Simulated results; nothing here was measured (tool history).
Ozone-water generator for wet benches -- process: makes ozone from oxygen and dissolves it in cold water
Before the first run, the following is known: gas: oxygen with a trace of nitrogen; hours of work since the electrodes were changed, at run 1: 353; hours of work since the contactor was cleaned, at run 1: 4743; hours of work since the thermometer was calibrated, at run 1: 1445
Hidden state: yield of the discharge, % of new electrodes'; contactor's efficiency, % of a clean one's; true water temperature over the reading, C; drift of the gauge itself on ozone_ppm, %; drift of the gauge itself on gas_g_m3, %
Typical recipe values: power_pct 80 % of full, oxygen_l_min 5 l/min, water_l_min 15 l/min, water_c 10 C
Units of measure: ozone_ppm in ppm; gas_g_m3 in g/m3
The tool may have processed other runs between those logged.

| run | hour | power_pct | oxygen_l_min | water_l_min | water_c | hours of work since the electrodes were changed | hours of work since the contactor was cleaned | hours of work since the thermometer was calibrated | ozone_ppm | gas_g_m3 |
|---|---|---|---|---|---|---|---|---|---|---|
| 1 | 0 | 80 | 5 | 15 | 10 | 353 | 4743 | 1445 | 29.9 | 215.4 |
| 2 | 31.3 | 80 | 5 | 21 | 10 | 379 | 4769 | 1471 | 21.7 | 216.8 |
| 3 | 83.3 | 80 | 5 | 21 | 10 | 421 | 4811 | 1513 | 21.8 | 213.5 |
| 4 | 148.9 | 80 | 5 | 21 | 10 | 475 | 4865 | 1567 | 22.1 | 216.2 |
| 5 | 192.2 | 80 | 5 | 21 | 10 | 511 | 4901 | 1603 | 21.7 | 214.5 |
| 6 | 235.1 | 80 | 5 | 21 | 10 | 546 | 4936 | 1638 | 21.7 | 217.1 |
| 7 | 262.5 | 80 | 5 | 15 | 10 | 568 | 4958 | 1660 | 30.1 | 213.6 |
| 8 | 307.2 | 80 | 6.59 | 15 | 10 | 605 | 4995 | 1697 | 29.5 | 187.4 |
| 9 | 353.2 | 80 | 5 | 15 | 10 | 643 | 5033 | 1735 | 30.1 | 214.6 |
| 10 | 401.6 | 80 | 5 | 15 | 10 | 683 | 5072 | 1775 | 30.1 | 213.9 |
| 11 | 463.7 | 80 | 5 | 14 | 10 | 734 | 5123 | 1826 | 32.1 | 213.9 |
| 12 | 517.6 | 80 | 5 | 14 | 10 | 778 | 5168 | 1870 | 31.3 | 214.2 |
| 13 | 577.5 | 80 | 8.15 | 14 | 10 | 827 | 5217 | 1919 | 31.6 | 167.3 |
| 14 | 615.5 | 80 | 5 | 15 | 10 | 858 | 5248 | 1950 | 29.9 | 217.4 |
| 15 | 670.7 | 46 | 5 | 15 | 8 | 903 | 5293 | 1996 | 21.1 | 146.4 |
| 16 | 714.4 | 46 | 5 | 15 | 8 | 939 | 5329 | 2031 | 21.3 | 147.2 |
| 17 | 752.4 | 64 | 5.54 | 10 | 8 | 970 | 5360 | 2063 | 36.4 | 176.1 |
| 18 | 811.3 | 87 | 5.77 | 15 | 10 | 1019 | 5409 | 2111 | 31.9 | 212.9 |
| 19 | 849.5 | 80 | 5 | 9 | 9 | 1050 | 5440 | 2142 | 45.1 | 214.2 |
| 20 | 896.4 | 79 | 5 | 15 | 9 | 1089 | 5479 | 2181 | 30.5 | 212.2 |
| 21 | 946.2 | 56 | 6.3 | 15 | 10 | 1129 | 5519 | 2222 | 23.8 | 151.5 |
| 22 | 978.4 | 67 | 5 | 23 | 10 | 1156 | 5546 | 2248 | 17.2 | 193.7 |
| 23 | 1009.1 | 56 | 8.64 | 21 | 10 | 1181 | 5571 | 2273 | 17.9 | 126.9 |
| 24 | 1039.9 | 56 | 2.78 | 11 | 6 | 1206 | 5596 | 2299 | 30.8 | 227 |
| 25 | 1080.4 | 64 | 3.95 | 15 | 10 | 1240 | 5630 | 2332 | 25.3 | 209.1 |
| 26 | 1123.5 | 64 | 3.95 | 20 | 16 | 1275 | 5665 | 2367 | 17.9 | 207.1 |
| 27 | 1182 | 64 | 3.95 | 20 | 16 | 1323 | 5713 | 2415 | 17.7 | 209.8 |

Forecast each of these 3 alternatives for the next run:
| A | 1231.2 | 75 | 3.95 | 20 | 18 | 1363 | 5753 | 2455 | ? | ? |
| B | 1231.2 | 59 | 2.51 | 9 | 16 | 1363 | 5753 | 2455 | ? | ? |
| C | 1231.2 | 48 | 3.95 | 20 | 16 | 1363 | 5753 | 2455 | ? | ? |

| run | ozone_ppm | gas_g_m3 |
|---|---|---|
| A | 19.4 | 230.3 |
| B | 33 | 246.6 |
| C | 14.8 | 171.4 |
The same runs, with their run-to-run variation unchanged, on a tool lacking any hidden condition would have given:
| run | ozone_ppm | gas_g_m3 |
|---|---|---|
| A | 19.5 | 230.4 |
| B | 33 | 246.7 |
| C | 14.8 | 171.4 |
